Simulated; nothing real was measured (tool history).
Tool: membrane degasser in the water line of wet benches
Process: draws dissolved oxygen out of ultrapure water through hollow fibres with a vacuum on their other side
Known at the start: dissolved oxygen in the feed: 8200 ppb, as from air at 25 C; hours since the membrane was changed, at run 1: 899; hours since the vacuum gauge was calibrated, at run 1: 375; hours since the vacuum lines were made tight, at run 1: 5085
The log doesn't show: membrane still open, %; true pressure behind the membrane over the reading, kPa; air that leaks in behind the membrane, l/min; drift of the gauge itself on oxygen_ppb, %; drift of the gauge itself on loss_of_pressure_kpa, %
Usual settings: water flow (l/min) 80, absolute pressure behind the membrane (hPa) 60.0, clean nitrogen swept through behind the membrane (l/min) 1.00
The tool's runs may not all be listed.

run,hour,water flow (l/min),absolute pressure behind the membrane (hPa),clean nitrogen swept through behind the membrane (l/min),hours since the membrane was changed,hours since the vacuum gauge was calibrated,hours since the vacuum lines were made tight,dissolved oxygen in the water behind the degasser (ppb),pressure that the water loses in the fibres (hPa)
1,0.0,80,60.0,1.00,899,375,5085,649.6,565.1
2,313.9,80,60.0,0.55,1212,689,5399,786.8,564.9
3,554.1,80,89.5,1.00,1453,929,5640,977.7,565.4
4,758.9,80,89.5,1.00,1657,1134,5844,973.8,567.9
5,993.4,80,89.5,1.00,1892,1369,6079,971.5,569.7
6,1301.9,80,89.5,1.00,2200,1677,6387,989.9,567.2
7,1468.4,80,89.5,1.00,2367,1844,6554,968.1,574.7
8,1643.2,80,89.5,1.00,2542,2018,6729,974.3,573.0
# hour 1677.6: seals of the vacuum lines changed
9,1976.1,80,89.5,1.00,2873,2349,299,977.8,570.7
10,2178.9,80,89.5,1.00,3075,2552,501,987.4,575.0
11,2396.1,80,89.5,1.00,3293,2769,719,983.3,571.1
12,2644.8,80,89.5,1.00,3541,3018,967,976.5,573.1
# hour 2904.6: vacuum gauge calibrated
13,2911.0,80,89.5,1.00,3807,6,1233,979.2,575.7
14,3087.8,80,89.5,1.00,3984,183,1410,973.3,574.3
15,3390.7,70,89.5,1.00,4287,486,1713,852.4,508.8
16,3616.9,49,114.5,1.15,4513,712,1939,695.4,351.6
17,3788.6,80,60.0,0.89,4685,884,2111,665.0,574.2
18,4023.7,117,36.9,0.49,4920,1119,2346,814.0,843.4
19,4228.7,94,37.4,2.77,5125,1324,2551,471.3,678.6
# hour 4313.3: gauge calibrated
20,4375.9,58,38.5,2.08,5272,1471,2698,146.2,409.6
21,4591.3,80,37.5,0.52,5487,1687,2913,397.8,564.2
22,4747.9,80,37.5,0.52,5644,1843,3070,395.5,570.4
23,4891.0,69,73.6,1.68,5787,1986,3213,506.8,487.3

The next listed run, before its measurement:
24,5175.0,69,73.6,1.68,6071,2270,3497,?,?

dissolved oxygen in the water behind the degasser (ppb): 517.1
pressure that the water loses in the fibres (hPa): 489.3
Without the tool's hidden state the same run would have given dissolved oxygen in the water behind the degasser (ppb) 516.6, pressure that the water loses in the fibres (hPa) 487.0.
